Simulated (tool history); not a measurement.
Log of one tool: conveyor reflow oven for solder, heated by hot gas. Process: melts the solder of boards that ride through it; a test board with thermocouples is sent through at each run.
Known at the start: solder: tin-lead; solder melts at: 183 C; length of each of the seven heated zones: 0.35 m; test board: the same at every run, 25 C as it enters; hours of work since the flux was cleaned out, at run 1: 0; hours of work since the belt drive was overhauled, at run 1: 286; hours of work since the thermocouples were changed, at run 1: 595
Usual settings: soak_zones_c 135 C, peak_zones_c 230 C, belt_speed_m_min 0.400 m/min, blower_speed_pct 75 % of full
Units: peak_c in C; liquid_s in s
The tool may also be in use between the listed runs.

run,hour,soak_zones_c,peak_zones_c,belt_speed_m_min,blower_speed_pct,hours of work since the flux was cleaned out,hours of work since the belt drive was overhauled,hours of work since the thermocouples were changed,peak_c,liquid_s
1,0.0,135,230,0.400,75,0,286,595,217.65,79.2
2,12.7,135,230,0.400,75,5,291,601,217.65,79.0
3,31.2,135,230,0.400,68,13,299,608,216.18,77.3
4,50.8,135,230,0.459,68,21,307,616,211.99,61.5
# hour 60.4: thermocouples of zones 6 and 7 changed
5,70.8,132,230,0.400,75,28,314,4,216.26,76.6
6,88.2,132,230,0.400,75,35,321,11,216.24,76.6
7,101.0,132,230,0.400,75,40,326,17,216.30,76.6
8,112.2,132,230,0.400,75,45,331,21,216.30,76.3
9,125.4,132,230,0.400,75,50,336,27,216.26,76.5
10,147.1,132,230,0.400,75,59,345,35,216.26,76.6
11,157.6,132,230,0.400,75,64,349,40,216.20,76.2
12,172.1,135,230,0.400,77,69,355,46,217.10,78.5
13,189.9,122,230,0.400,77,77,363,53,215.17,71.4
14,205.4,122,230,0.400,77,83,369,59,215.16,71.3
15,218.8,141,230,0.400,77,89,374,65,217.76,82.0
16,232.9,135,230,0.330,75,94,380,70,221.35,102.3
17,245.1,135,230,0.330,75,99,385,75,221.32,102.4
18,256.2,146,230,0.469,58,104,390,80,209.95,61.8
19,265.4,121,223,0.400,75,108,393,84,208.20,62.3
20,277.1,121,223,0.400,75,112,398,88,208.28,62.7
21,293.6,121,223,0.400,75,119,405,95,208.31,62.3
22,312.0,121,223,0.400,75,127,413,103,208.23,62.5
23,324.1,135,230,0.434,89,132,417,108,216.59,72.4
24,345.4,135,230,0.434,89,140,426,116,216.54,71.9
25,364.2,135,230,0.434,89,148,434,124,216.53,72.2
26,379.2,135,222,0.434,63,154,440,130,204.69,56.1
27,401.8,127,232,0.434,63,163,449,139,211.41,61.5
28,413.4,132,227,0.400,75,168,454,144,213.24,73.3
29,426.9,132,227,0.400,75,173,459,150,213.30,73.1
# hour 444.9: flux residue cleaned out of gas plates and filters
30,452.4,132,227,0.400,75,3,468,158,214.11,74.5
31,467.1,133,236,0.346,71,9,474,164,225.60,99.9

Some steps in peak_c between neighbouring runs. How much of each would the tool show without its hidden state too (settings, what came in, random variation), and how much is left for the hidden state, with any gauge scatter that isn't in both results?
The hidden state here: heat that the gas passes to the board, % of a clean oven's; belt's true speed, % of the reading; true gas temperature in zones 6 and 7 over the reading, C; drift of the gauge itself on peak_c, C; drift of the gauge itself on liquid_s, %.
Run 4 -> 5: soak_zones_c 135 -> 132, belt_speed_m_min 0.459 -> 0.400, blower_speed_pct 68 -> 75, thermocouples of zones 6 and 7 changed. peak_c +4.27 C: hidden state -0.80, all else +5.07.
Run 17 -> 18: soak_zones_c 135 -> 146, belt_speed_m_min 0.330 -> 0.469, blower_speed_pct 75 -> 58. peak_c -11.37 C: hidden state -0.08, all else -11.29.
Run 25 -> 26: peak_zones_c 230 -> 222, blower_speed_pct 89 -> 63. peak_c -11.84 C: hidden state +0.13, all else -11.97.
Run 26 -> 27: soak_zones_c 135 -> 127, peak_zones_c 222 -> 232. peak_c +6.72 C: hidden state -0.14, all else +6.86.
Run 29 -> 30: flux residue cleaned out of gas plates and filters. peak_c +0.81 C: hidden state +0.85, all else -0.04.
Run 30 -> 31: soak_zones_c 132 -> 133, peak_zones_c 227 -> 236, belt_speed_m_min 0.400 -> 0.346, blower_speed_pct 75 -> 71. peak_c +11.49 C: hidden state -0.01, all else +11.50.
